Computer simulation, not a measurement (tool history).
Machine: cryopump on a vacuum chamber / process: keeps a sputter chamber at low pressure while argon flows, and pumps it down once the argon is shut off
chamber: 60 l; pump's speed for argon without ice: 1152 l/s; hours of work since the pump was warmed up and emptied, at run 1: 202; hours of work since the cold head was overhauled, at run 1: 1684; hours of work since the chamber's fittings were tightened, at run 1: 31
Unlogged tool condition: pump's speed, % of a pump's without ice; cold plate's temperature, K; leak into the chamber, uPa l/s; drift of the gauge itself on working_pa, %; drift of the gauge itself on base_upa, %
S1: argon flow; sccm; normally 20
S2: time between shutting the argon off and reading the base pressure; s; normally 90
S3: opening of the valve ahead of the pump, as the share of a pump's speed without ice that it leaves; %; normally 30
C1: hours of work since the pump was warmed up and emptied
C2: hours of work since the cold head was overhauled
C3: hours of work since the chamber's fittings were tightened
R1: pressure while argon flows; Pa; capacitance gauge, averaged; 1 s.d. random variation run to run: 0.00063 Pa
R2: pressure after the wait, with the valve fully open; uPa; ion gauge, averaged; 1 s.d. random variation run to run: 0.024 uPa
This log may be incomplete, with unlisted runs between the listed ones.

Run 1, hour 0.0: usual settings; C1 202; C2 1684; C3 31. Result: R1 0.1021 Pa, R2 1.05 uPa.
Run 2, hour 42.9: usual settings but S1 10 sccm; C1 226; C2 1708; C3 55. Result: R1 0.0510 Pa, R2 1.09 uPa.
Run 3, hour 100.7: usual settings but S1 10 sccm; C1 259; C2 1740; C3 88. Result: R1 0.0517 Pa, R2 1.09 uPa.
Run 4, hour 160.4: usual settings but S1 10 sccm; C1 292; C2 1774; C3 122. Result: R1 0.0528 Pa, R2 1.16 uPa.
Run 5, hour 204.2: usual settings but S1 10 sccm, S3 26 %; C1 317; C2 1799; C3 146. Result: R1 0.0601 Pa, R2 1.22 uPa.
Run 6, hour 253.3: usual settings but S1 10 sccm, S2 149 s, S3 26 %; C1 345; C2 1826; C3 174. Result: R1 0.0605 Pa, R2 0.99 uPa.
Run 7, hour 291.6: usual settings but S1 10 sccm, S2 149 s, S3 26 %; C1 366; C2 1848; C3 196. Result: R1 0.0612 Pa, R2 1.01 uPa.
Run 8, hour 343.0: usual settings but S1 28 sccm, S2 36 s, S3 25 %; C1 395; C2 1877; C3 225. Result: R1 0.1789 Pa, R2 2.25 uPa.
Run 9, hour 390.7: usual settings but S1 21 sccm, S2 208 s, S3 39 %; C1 422; C2 1904; C3 251. Result: R1 0.0897 Pa, R2 0.95 uPa.
At hour 442.0: pump warmed up, emptied and cooled again.
Run 10, hour 471.2: usual settings but S1 21 sccm, S2 208 s, S3 39 %; C1 16; C2 1946; C3 294. Result: R1 0.0805 Pa, R2 0.82 uPa.
Run 11, hour 521.8: usual settings but S1 37 sccm, S2 70 s; C1 45; C2 1975; C3 322. Result: R1 0.1854 Pa, R2 1.45 uPa.
Run 12, hour 593.3: usual settings but S1 37 sccm, S2 70 s; C1 85; C2 2015; C3 363. Result: R1 0.1854 Pa, R2 1.48 uPa.
Run 13, hour 648.5: usual settings but S1 37 sccm, S2 115 s, S3 37 %; C1 116; C2 2046; C3 394. Result: R1 0.1519 Pa, R2 1.18 uPa.

Alternative continuations, all from the tool just after run 13; predict every row:
Run A, hour 713.2: usual settings but S3 46 %; C1 153; C2 2083; C3 430. Result: R1 ?, R2 ?.
Run B, hour 713.2: usual settings but S1 14 sccm, S2 96 s, S3 27 %; C1 153; C2 2083; C3 430. Result: R1 ?, R2 ?.
Run C, hour 713.2: usual settings but S1 37 sccm, S2 115 s, S3 55 %; C1 153; C2 2083; C3 430. Result: R1 ?, R2 ?.
Run D, hour 713.2: usual settings but S1 12 sccm, S2 277 s; C1 153; C2 2083; C3 430. Result: R1 ?, R2 ?.
Run E, hour 713.2: usual settings but S1 10 sccm, S2 115 s, S3 37 %; C1 153; C2 2083; C3 430. Result: R1 ?, R2 ?.

run      R1    R2
  A  0.0671  1.37
  B  0.0781  1.33
  C  0.1046  1.25
  D  0.0602  0.96
  E  0.0410  1.23
The same runs, with their run-to-run variation unchanged, on a tool lacking any hidden condition would have given:
run      R1    R2
  A  0.0635  0.91
  B  0.0756  0.87
  C  0.0980  0.78
  D  0.0580  0.50
  E  0.0392  0.77
